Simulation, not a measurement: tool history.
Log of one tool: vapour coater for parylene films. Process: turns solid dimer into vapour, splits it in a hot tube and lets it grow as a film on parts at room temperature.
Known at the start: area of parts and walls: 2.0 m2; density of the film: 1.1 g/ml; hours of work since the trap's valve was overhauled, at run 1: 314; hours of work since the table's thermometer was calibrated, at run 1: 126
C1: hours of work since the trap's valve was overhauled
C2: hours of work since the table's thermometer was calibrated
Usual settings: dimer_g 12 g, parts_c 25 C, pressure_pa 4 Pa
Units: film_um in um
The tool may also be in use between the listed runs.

run 1 hour=0 | dimer_g=12 parts_c=25 pressure_pa=4 | C1=314 C2=126 | film_um=3.56
run 2 hour=26.9 | dimer_g=12 parts_c=25 pressure_pa=4 | C1=334 C2=146 | film_um=3.58
run 3 hour=56.4 | dimer_g=12 parts_c=25 pressure_pa=4 | C1=356 C2=168 | film_um=3.57
run 4 hour=106.3 | dimer_g=12 parts_c=37 pressure_pa=4 | C1=393 C2=205 | film_um=2.73
run 5 hour=158.5 | dimer_g=12 parts_c=25 pressure_pa=4 | C1=431 C2=243 | film_um=3.54
run 6 hour=197 | dimer_g=12 parts_c=25 pressure_pa=2.95 | C1=460 C2=272 | film_um=3.6
run 7 hour=256.9 | dimer_g=12 parts_c=25 pressure_pa=2.95 | C1=504 C2=316 | film_um=3.59
-- hour=283.1 trap's valve overhauled
run 8 hour=304 | dimer_g=12 parts_c=25 pressure_pa=2.95 | C1=15 C2=348 | film_um=3.59
run 9 hour=360.1 | dimer_g=12 parts_c=25 pressure_pa=4 | C1=57 C2=389 | film_um=3.55
run 10 hour=416.9 | dimer_g=12 parts_c=25 pressure_pa=2.95 | C1=99 C2=431 | film_um=3.61
run 11 hour=445.9 | dimer_g=12 parts_c=25 pressure_pa=4 | C1=120 C2=452 | film_um=3.53
run 12 hour=505.9 | dimer_g=12 parts_c=25 pressure_pa=4 | C1=164 C2=496 | film_um=3.52
run 13 hour=543.5 | dimer_g=12 parts_c=20 pressure_pa=2.4 | C1=192 C2=524 | film_um=4.04
run 14 hour=569.3 | dimer_g=11 parts_c=28 pressure_pa=3.13 | C1=211 C2=543 | film_um=3.09
run 15 hour=630.6 | dimer_g=11 parts_c=28 pressure_pa=3.13 | C1=256 C2=588 | film_um=3.07
run 16 hour=692.6 | dimer_g=11 parts_c=23 pressure_pa=10.67 | C1=302 C2=634 | film_um=3.14
run 17 hour=749.5 | dimer_g=11 parts_c=23 pressure_pa=10.67 | C1=344 C2=676 | film_um=3.13
run 18 hour=812.3 | dimer_g=12 parts_c=25 pressure_pa=3.46 | C1=390 C2=723 | film_um=3.53
run 19 hour=853.5 | dimer_g=12 parts_c=25 pressure_pa=3.46 | C1=421 C2=753 | film_um=3.52
run 20 hour=895.5 | dimer_g=12 parts_c=25 pressure_pa=3.46 | C1=452 C2=784 | film_um=3.54
run 21 hour=922.9 | dimer_g=7 parts_c=30 pressure_pa=3.87 | C1=472 C2=804 | film_um=1.82
run 22 hour=985.4 | dimer_g=10 parts_c=30 pressure_pa=3.87 | C1=518 C2=850 | film_um=2.59
-- hour=993.2 trap's valve overhauled
run 23 hour=1024.4 | dimer_g=10 parts_c=30 pressure_pa=3.87 | C1=23 C2=876 | film_um=2.61

Forecast each of these 4 alternatives for the next run:
-- hour=1081.3 gauge calibrated
run A hour=1083.9 | dimer_g=6 parts_c=25 pressure_pa=4 | C1=67 C2=920 | film_um=?
-- hour=1081.3 gauge calibrated
run B hour=1083.9 | dimer_g=10 parts_c=22 pressure_pa=3.87 | C1=67 C2=920 | film_um=?
-- hour=1081.3 gauge calibrated
run C hour=1083.9 | dimer_g=7 parts_c=24 pressure_pa=3.87 | C1=67 C2=920 | film_um=?
-- hour=1081.3 gauge calibrated
run D hour=1083.9 | dimer_g=12 parts_c=36 pressure_pa=10.11 | C1=67 C2=920 | film_um=?

run=A film_um=1.78
run=B film_um=3.2
run=C film_um=2.15
run=D film_um=2.62
Without the tool's hidden state the same runs would have given:
run=A film_um=1.78
run=B film_um=3.2
run=C film_um=2.15
run=D film_um=2.62

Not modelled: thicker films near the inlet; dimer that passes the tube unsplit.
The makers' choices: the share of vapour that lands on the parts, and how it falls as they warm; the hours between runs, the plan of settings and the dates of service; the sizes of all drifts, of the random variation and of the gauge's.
